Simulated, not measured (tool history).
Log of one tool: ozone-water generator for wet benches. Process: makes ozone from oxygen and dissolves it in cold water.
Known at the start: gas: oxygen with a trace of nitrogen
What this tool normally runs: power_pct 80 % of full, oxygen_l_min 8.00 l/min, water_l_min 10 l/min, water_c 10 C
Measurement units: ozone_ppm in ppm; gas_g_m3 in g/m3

| run | hour | power_pct | oxygen_l_min | water_l_min | water_c | ozone_ppm | gas_g_m3 |
|---|---|---|---|---|---|---|---|
| 1 | 0.0 | 80 | 8.00 | 10 | 10 | 33.2 | 172.2 |
| 2 | 177.1 | 80 | 8.00 | 10 | 10 | 33.6 | 169.4 |
| 3 | 344.3 | 80 | 8.00 | 10 | 10 | 33.6 | 170.2 |
| 4 | 581.1 | 80 | 8.00 | 10 | 10 | 33.4 | 170.9 |
| 5 | 787.9 | 80 | 8.00 | 10 | 10 | 33.7 | 170.4 |
| 6 | 1007.5 | 80 | 8.00 | 10 | 10 | 33.7 | 170.1 |
| 7 | 1222.3 | 80 | 8.00 | 6 | 10 | 43.7 | 169.8 |
| 8 | 1394.8 | 80 | 8.00 | 6 | 10 | 43.7 | 171.1 |
| 9 | 1594.6 | 80 | 8.00 | 6 | 10 | 43.6 | 171.2 |
| 10 | 1802.4 | 80 | 8.00 | 10 | 7 | 36.1 | 172.0 |
| 11 | 1899.5 | 80 | 8.00 | 10 | 7 | 35.6 | 169.5 |
| 12 | 2069.1 | 80 | 8.00 | 10 | 7 | 35.3 | 168.6 |
| 13 | 2174.9 | 95 | 11.99 | 7 | 8 | 44.1 | 161.0 |
| 14 | 2329.6 | 81 | 11.23 | 14 | 5 | 29.5 | 146.1 |
| 15 | 2513.3 | 81 | 11.23 | 14 | 5 | 29.2 | 148.1 |
| 16 | 2722.9 | 80 | 7.34 | 7 | 10 | 40.7 | 178.5 |
| 17 | 2878.8 | 80 | 7.46 | 14 | 8 | 27.9 | 178.5 |
| 18 | 3068.7 | 51 | 7.46 | 14 | 8 | 19.5 | 119.4 |
| 19 | 3296.2 | 51 | 7.46 | 14 | 8 | 19.2 | 121.5 |
| 20 | 3457.0 | 51 | 7.46 | 14 | 8 | 19.2 | 122.7 |
| 21 | 3569.7 | 51 | 11.02 | 14 | 6 | 19.2 | 100.8 |
| 22 | 3795.4 | 51 | 11.02 | 14 | 6 | 19.3 | 100.0 |
| 23 | 3989.0 | 80 | 8.00 | 10 | 10 | 33.6 | 171.9 |

Predict each of these 3 candidate next runs independently; none follows another, all start after run 23:
| A | 4183.0 | 80 | 9.51 | 10 | 10 | ? | ? |
| B | 4183.0 | 80 | 4.71 | 10 | 10 | ? | ? |
| C | 4183.0 | 80 | 4.47 | 11 | 17 | ? | ? |

| run | ozone_ppm | gas_g_m3 |
|---|---|---|
| A | 32.6 | 155.8 |
| B | 35.7 | 222.7 |
| C | 29.3 | 227.7 |
What these runs would have given with no unlogged condition in the tool:
| run | ozone_ppm | gas_g_m3 |
|---|---|---|
| A | 32.7 | 155.9 |
| B | 35.7 | 222.8 |
| C | 29.3 | 227.8 |

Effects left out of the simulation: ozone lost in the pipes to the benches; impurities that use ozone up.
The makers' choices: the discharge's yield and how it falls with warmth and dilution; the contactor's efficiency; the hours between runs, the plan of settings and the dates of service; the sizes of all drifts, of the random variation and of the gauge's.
